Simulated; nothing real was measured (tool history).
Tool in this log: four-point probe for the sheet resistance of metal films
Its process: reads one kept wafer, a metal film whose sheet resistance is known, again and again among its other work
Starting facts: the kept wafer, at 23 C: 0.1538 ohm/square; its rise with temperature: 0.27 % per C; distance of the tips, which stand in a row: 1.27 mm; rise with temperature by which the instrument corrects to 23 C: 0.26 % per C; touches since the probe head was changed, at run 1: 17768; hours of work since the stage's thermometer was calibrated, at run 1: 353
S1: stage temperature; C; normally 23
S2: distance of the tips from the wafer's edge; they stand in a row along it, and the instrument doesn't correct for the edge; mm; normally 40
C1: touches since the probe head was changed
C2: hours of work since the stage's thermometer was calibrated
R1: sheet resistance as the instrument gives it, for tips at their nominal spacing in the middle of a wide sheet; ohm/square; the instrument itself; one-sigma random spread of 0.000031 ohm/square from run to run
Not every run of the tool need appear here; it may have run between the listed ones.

| run | day | S1 | S2 | C1 | C2 | R1 |
|---|---|---|---|---|---|---|
| 1 | 0 | 23 | 40 | 17768 | 353 | 0.15377 |
| 2 | 2.342 | 23 | 40 | 18635 | 392 | 0.153754 |
| 3 | 4.979 | 23 | 40 | 19609 | 437 | 0.153774 |
| 4 | 7.008 | 23 | 57 | 20360 | 471 | 0.153776 |
| 5 | 9.442 | 23 | 57 | 21259 | 512 | 0.153812 |
| 6 | 11.725 | 23 | 57 | 22104 | 551 | 0.153788 |
| 7 | 14.125 | 23 | 57 | 22991 | 591 | 0.153753 |
| 8 | 16.646 | 23 | 40 | 23922 | 633 | 0.153794 |
| 9 | 20.038 | 23 | 40 | 25178 | 691 | 0.153852 |
| 10 | 22.221 | 23 | 40 | 25984 | 728 | 0.153835 |
| 11 | 25.033 | 23 | 40 | 27024 | 775 | 0.153877 |
| 12 | 27.417 | 23 | 40 | 27905 | 815 | 0.153878 |
| 13 | 29.467 | 23 | 11 | 28663 | 850 | 0.15488 |
| 14 | 32.967 | 23 | 11 | 29958 | 909 | 0.154899 |
| 15 | 35.192 | 23 | 11 | 30780 | 946 | 0.154904 |
| 16 | 36.8 | 23 | 40 | 31375 | 974 | 0.15394 |
| 17 | 38.704 | 23 | 40 | 32078 | 1006 | 0.153838 |
| 18 | 42.225 | 23 | 25 | 33381 | 1065 | 0.154055 |
| 19 | 45.7 | 23 | 25 | 34666 | 1124 | 0.154067 |
| 20 | 48.967 | 19 | 40 | 35872 | 1179 | 0.153881 |
| 21 | 51.392 | 19 | 40 | 36770 | 1220 | 0.153915 |
| 22 | 53.942 | 23 | 40 | 37711 | 1263 | 0.153982 |
|  | 54.162 | stage's thermometer calibrated |
| 23 | 55.558 | 33 | 43 | 38302 | 24 | 0.154209 |
| 24 | 58.488 | 33 | 43 | 39385 | 73 | 0.15421 |
| 25 | 61.738 | 26 | 9 | 40586 | 128 | 0.155707 |

What does the tool deliver on the next run?
| 26 | 64.738 | 26 | 9 | 41696 | 178 | ? |

{"run 26": {"R1": 0.155659}}
Were there no unlogged condition in the tool, this run, its random variation unchanged, would have produced R1 0.155474 ohm/square.

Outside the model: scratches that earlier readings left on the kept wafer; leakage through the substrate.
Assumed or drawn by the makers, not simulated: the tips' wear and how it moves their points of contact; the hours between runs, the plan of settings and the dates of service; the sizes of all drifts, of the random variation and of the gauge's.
